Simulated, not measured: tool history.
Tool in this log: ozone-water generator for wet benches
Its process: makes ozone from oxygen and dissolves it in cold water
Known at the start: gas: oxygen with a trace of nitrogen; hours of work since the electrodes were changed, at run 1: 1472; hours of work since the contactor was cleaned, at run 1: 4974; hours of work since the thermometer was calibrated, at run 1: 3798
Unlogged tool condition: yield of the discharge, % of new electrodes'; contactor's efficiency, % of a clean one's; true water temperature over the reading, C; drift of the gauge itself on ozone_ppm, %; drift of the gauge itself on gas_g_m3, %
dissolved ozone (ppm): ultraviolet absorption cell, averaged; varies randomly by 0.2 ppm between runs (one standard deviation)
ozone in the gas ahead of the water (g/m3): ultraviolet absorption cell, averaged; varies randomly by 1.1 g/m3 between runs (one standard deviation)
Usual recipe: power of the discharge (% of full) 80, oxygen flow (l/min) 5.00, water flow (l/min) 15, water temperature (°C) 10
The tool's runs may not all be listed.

run,hour,power of the discharge (% of full),oxygen flow (l/min),water flow (l/min),water temperature (°C),hours of work since the electrodes were changed,hours of work since the contactor was cleaned,hours of work since the thermometer was calibrated,dissolved ozone (ppm),ozone in the gas ahead of the water (g/m3)
1,0.0,80,5.00,15,10,1472,4974,3798,27.5,195.7
2,29.6,80,5.00,15,10,1501,5003,3827,28.1,195.1
3,71.9,80,5.00,15,10,1543,5045,3869,27.7,194.1
4,141.0,80,5.00,15,10,1612,5114,3938,27.9,194.2
5,194.0,80,5.00,15,10,1665,5166,3991,28.2,193.4
6,225.0,80,5.00,15,10,1695,5197,4022,27.8,194.2
7,295.0,80,5.00,15,10,1765,5267,4091,28.0,191.9
# hour 305.1: water thermometer calibrated
8,338.0,80,5.00,15,10,1807,5309,33,27.9,192.9
9,392.4,80,5.00,15,12,1861,5363,87,27.0,191.1
10,434.3,80,5.00,15,12,1903,5405,128,27.1,193.0
11,497.5,80,5.00,15,12,1966,5468,191,26.8,192.7
12,545.7,80,5.00,15,12,2014,5516,239,26.8,191.0
# hour 572.6: contactor cleaned
13,601.1,80,4.08,15,10,2065,28,290,26.4,209.1
14,662.3,80,4.08,15,10,2126,89,351,26.1,211.9
# hour 705.4: contactor cleaned, once more
15,705.4,80,5.00,11,7,2165,0,390,36.2,192.3
16,774.2,80,5.00,11,5,2233,68,458,37.4,193.5
17,836.2,62,5.00,15,10,2295,130,520,22.8,156.0
18,886.1,59,5.45,15,10,2344,180,570,22.2,143.1
19,926.2,55,3.23,10,5,2384,220,610,27.7,168.7
20,982.7,77,5.00,15,10,2440,276,666,27.4,186.4
21,1046.1,86,5.00,15,10,2504,339,729,30.2,203.8

Estimate the outcome of run 22 from the log above:
22,1093.8,97,3.50,10,12,2551,386,776,?,?

dissolved ozone (ppm): 40.6
ozone in the gas ahead of the water (g/m3): 265.0
With no hidden state in the tool, this same run would have given dissolved ozone (ppm) 42.3, ozone in the gas ahead of the water (g/m3) 275.2.
